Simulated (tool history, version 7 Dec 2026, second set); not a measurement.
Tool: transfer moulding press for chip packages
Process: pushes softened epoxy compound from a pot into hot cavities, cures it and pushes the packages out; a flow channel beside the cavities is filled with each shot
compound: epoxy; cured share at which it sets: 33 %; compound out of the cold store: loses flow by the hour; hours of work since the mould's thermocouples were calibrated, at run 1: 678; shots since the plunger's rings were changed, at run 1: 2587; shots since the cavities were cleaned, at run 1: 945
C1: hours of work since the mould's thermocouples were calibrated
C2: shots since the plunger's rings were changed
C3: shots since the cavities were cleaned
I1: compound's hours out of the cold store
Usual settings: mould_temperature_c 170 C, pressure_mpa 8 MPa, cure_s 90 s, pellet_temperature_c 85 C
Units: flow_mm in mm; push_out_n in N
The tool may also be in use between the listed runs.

{"run": 1, "hour": 0.0, "mould_temperature_c": 170, "pressure_mpa": 8, "cure_s": 90, "pellet_temperature_c": 85, "C1": 678, "C2": 2587, "C3": 945, "I1": 21, "flow_mm": 512, "push_out_n": 820}
{"hour": 13.4, "done": "mould's thermocouples calibrated"}
{"hour": 14.9, "done": "cavities cleaned with cleaning compound and waxed"}
{"run": 2, "hour": 20.8, "mould_temperature_c": 170, "pressure_mpa": 8, "cure_s": 90, "pellet_temperature_c": 85, "C1": 4, "C2": 2819, "C3": 79, "I1": 18.6, "flow_mm": 515, "push_out_n": 578}
{"hour": 41.3, "done": "plunger's sealing rings changed"}
{"run": 3, "hour": 46.6, "mould_temperature_c": 170, "pressure_mpa": 8, "cure_s": 90, "pellet_temperature_c": 85, "C1": 21, "C2": 71, "C3": 393, "I1": 30.3, "flow_mm": 506, "push_out_n": 651}
{"run": 4, "hour": 58.4, "mould_temperature_c": 170, "pressure_mpa": 8, "cure_s": 90, "pellet_temperature_c": 85, "C1": 30, "C2": 229, "C3": 551, "I1": 28, "flow_mm": 515, "push_out_n": 707}
{"run": 5, "hour": 68.5, "mould_temperature_c": 170, "pressure_mpa": 8, "cure_s": 90, "pellet_temperature_c": 85, "C1": 37, "C2": 365, "C3": 687, "I1": 42.7, "flow_mm": 466, "push_out_n": 683}
{"run": 6, "hour": 82.0, "mould_temperature_c": 170, "pressure_mpa": 8, "cure_s": 73, "pellet_temperature_c": 85, "C1": 47, "C2": 546, "C3": 868, "I1": 13.4, "flow_mm": 557, "push_out_n": 1278}
{"hour": 90.2, "done": "mould's thermocouples calibrated, once more"}
{"run": 7, "hour": 96.5, "mould_temperature_c": 170, "pressure_mpa": 8, "cure_s": 90, "pellet_temperature_c": 85, "C1": 5, "C2": 715, "C3": 1037, "I1": 35.3, "flow_mm": 491, "push_out_n": 865}
{"hour": 102.7, "done": "cavities cleaned with cleaning compound and waxed"}
{"run": 8, "hour": 108.1, "mould_temperature_c": 170, "pressure_mpa": 9.68, "cure_s": 90, "pellet_temperature_c": 85, "C1": 12, "C2": 851, "C3": 72, "I1": 16.7, "flow_mm": 605, "push_out_n": 681}
{"run": 9, "hour": 120.3, "mould_temperature_c": 170, "pressure_mpa": 8, "cure_s": 90, "pellet_temperature_c": 85, "C1": 21, "C2": 1014, "C3": 235, "I1": 13.3, "flow_mm": 560, "push_out_n": 778}
{"run": 10, "hour": 143.2, "mould_temperature_c": 170, "pressure_mpa": 8, "cure_s": 90, "pellet_temperature_c": 85, "C1": 37, "C2": 1323, "C3": 544, "I1": 15.4, "flow_mm": 550, "push_out_n": 882}
{"run": 11, "hour": 155.8, "mould_temperature_c": 170, "pressure_mpa": 8, "cure_s": 90, "pellet_temperature_c": 85, "C1": 47, "C2": 1493, "C3": 714, "I1": 22.2, "flow_mm": 524, "push_out_n": 862}
{"run": 12, "hour": 167.3, "mould_temperature_c": 170, "pressure_mpa": 8, "cure_s": 90, "pellet_temperature_c": 85, "C1": 55, "C2": 1647, "C3": 868, "I1": 43.5, "flow_mm": 458, "push_out_n": 804}
{"hour": 186.0, "done": "cavities cleaned with cleaning compound and waxed"}
{"run": 13, "hour": 189.9, "mould_temperature_c": 165, "pressure_mpa": 8, "cure_s": 90, "pellet_temperature_c": 85, "C1": 70, "C2": 1930, "C3": 52, "I1": 15.4, "flow_mm": 555, "push_out_n": 970}
{"run": 14, "hour": 200.7, "mould_temperature_c": 165, "pressure_mpa": 8, "cure_s": 90, "pellet_temperature_c": 85, "C1": 78, "C2": 2075, "C3": 197, "I1": 34.3, "flow_mm": 491, "push_out_n": 949}
{"run": 15, "hour": 214.3, "mould_temperature_c": 165, "pressure_mpa": 8, "cure_s": 90, "pellet_temperature_c": 92, "C1": 88, "C2": 2258, "C3": 380, "I1": 45.1, "flow_mm": 457, "push_out_n": 982}
{"run": 16, "hour": 234.6, "mould_temperature_c": 165, "pressure_mpa": 8, "cure_s": 90, "pellet_temperature_c": 92, "C1": 103, "C2": 2532, "C3": 654, "I1": 16.3, "flow_mm": 543, "push_out_n": 1230}
{"run": 17, "hour": 246.8, "mould_temperature_c": 165, "pressure_mpa": 8, "cure_s": 90, "pellet_temperature_c": 92, "C1": 112, "C2": 2695, "C3": 817, "I1": 34.8, "flow_mm": 482, "push_out_n": 1171}
{"hour": 269.4, "done": "cavities cleaned with cleaning compound and waxed"}
{"run": 18, "hour": 270.9, "mould_temperature_c": 165, "pressure_mpa": 8, "cure_s": 90, "pellet_temperature_c": 85, "C1": 128, "C2": 3000, "C3": 20, "I1": 23.2, "flow_mm": 517, "push_out_n": 919}
{"hour": 278.2, "done": "plunger's sealing rings changed"}
{"run": 19, "hour": 286.3, "mould_temperature_c": 165, "pressure_mpa": 8, "cure_s": 90, "pellet_temperature_c": 85, "C1": 137, "C2": 110, "C3": 193, "I1": 35, "flow_mm": 507, "push_out_n": 970}
{"run": 20, "hour": 304.1, "mould_temperature_c": 165, "pressure_mpa": 8, "cure_s": 90, "pellet_temperature_c": 85, "C1": 150, "C2": 350, "C3": 433, "I1": 45.6, "flow_mm": 475, "push_out_n": 1017}
{"run": 21, "hour": 321.8, "mould_temperature_c": 170, "pressure_mpa": 8, "cure_s": 95, "pellet_temperature_c": 85, "C1": 163, "C2": 587, "C3": 670, "I1": 34.2, "flow_mm": 495, "push_out_n": 699}
{"run": 22, "hour": 337.7, "mould_temperature_c": 170, "pressure_mpa": 6.24, "cure_s": 97, "pellet_temperature_c": 94, "C1": 175, "C2": 801, "C3": 884, "I1": 12.1, "flow_mm": 497, "push_out_n": 775}
{"run": 23, "hour": 351.5, "mould_temperature_c": 177, "pressure_mpa": 8, "cure_s": 90, "pellet_temperature_c": 88, "C1": 185, "C2": 987, "C3": 1070, "I1": 32.4, "flow_mm": 481, "push_out_n": 637}
{"hour": 355.9, "done": "cavities cleaned with cleaning compound and waxed"}
{"run": 24, "hour": 373.4, "mould_temperature_c": 177, "pressure_mpa": 6.61, "cure_s": 71, "pellet_temperature_c": 92, "C1": 200, "C2": 1261, "C3": 235, "I1": 8.6, "flow_mm": 505, "push_out_n": 811}
{"run": 25, "hour": 383.7, "mould_temperature_c": 170, "pressure_mpa": 8.75, "cure_s": 90, "pellet_temperature_c": 85, "C1": 207, "C2": 1400, "C3": 374, "I1": 10.2, "flow_mm": 591, "push_out_n": 819}
{"run": 26, "hour": 394.0, "mould_temperature_c": 170, "pressure_mpa": 8, "cure_s": 90, "pellet_temperature_c": 76, "C1": 215, "C2": 1538, "C3": 512, "I1": 11.1, "flow_mm": 560, "push_out_n": 868}
{"run": 27, "hour": 417.8, "mould_temperature_c": 170, "pressure_mpa": 8, "cure_s": 90, "pellet_temperature_c": 76, "C1": 232, "C2": 1858, "C3": 832, "I1": 13.8, "flow_mm": 546, "push_out_n": 932}
{"hour": 439.3, "done": "cavities cleaned with cleaning compound and waxed"}
{"run": 28, "hour": 439.3, "mould_temperature_c": 164, "pressure_mpa": 9.19, "cure_s": 76, "pellet_temperature_c": 83, "C1": 246, "C2": 2127, "C3": 0, "I1": 33, "flow_mm": 531, "push_out_n": 1315}
{"run": 29, "hour": 455.1, "mould_temperature_c": 164, "pressure_mpa": 9.19, "cure_s": 76, "pellet_temperature_c": 83, "C1": 258, "C2": 2340, "C3": 213, "I1": 18.8, "flow_mm": 582, "push_out_n": 1627}

The same runs without the tool's hidden state, with the same run-to-run variation:
The hidden state here: true mould temperature over the reading, C; pressure that reaches the compound, % of what is set; grip of the stained cavities, % over clean ones'; drift of the gauge itself on flow_mm, %; drift of the gauge itself on push_out_n, %.
run=1 flow_mm=544 push_out_n=616
run=2 flow_mm=551 push_out_n=617
run=3 flow_mm=512 push_out_n=577
run=4 flow_mm=522 push_out_n=596
run=5 flow_mm=474 push_out_n=552
run=6 flow_mm=569 push_out_n=1039
run=7 flow_mm=498 push_out_n=575
run=8 flow_mm=614 push_out_n=609
run=9 flow_mm=570 push_out_n=626
run=10 flow_mm=564 push_out_n=636
run=11 flow_mm=539 push_out_n=602
run=12 flow_mm=473 push_out_n=545
run=13 flow_mm=577 push_out_n=908
run=14 flow_mm=513 push_out_n=793
run=15 flow_mm=479 push_out_n=755
run=16 flow_mm=572 push_out_n=877
run=17 flow_mm=510 push_out_n=812
run=18 flow_mm=550 push_out_n=884
run=19 flow_mm=509 push_out_n=814
run=20 flow_mm=479 push_out_n=772
run=21 flow_mm=501 push_out_n=499
run=22 flow_mm=506 push_out_n=533
run=23 flow_mm=492 push_out_n=428
run=24 flow_mm=519 push_out_n=683
run=25 flow_mm=609 push_out_n=647
run=26 flow_mm=578 push_out_n=657
run=27 flow_mm=568 push_out_n=659
run=28 flow_mm=555 push_out_n=1294
run=29 flow_mm=612 push_out_n=1362
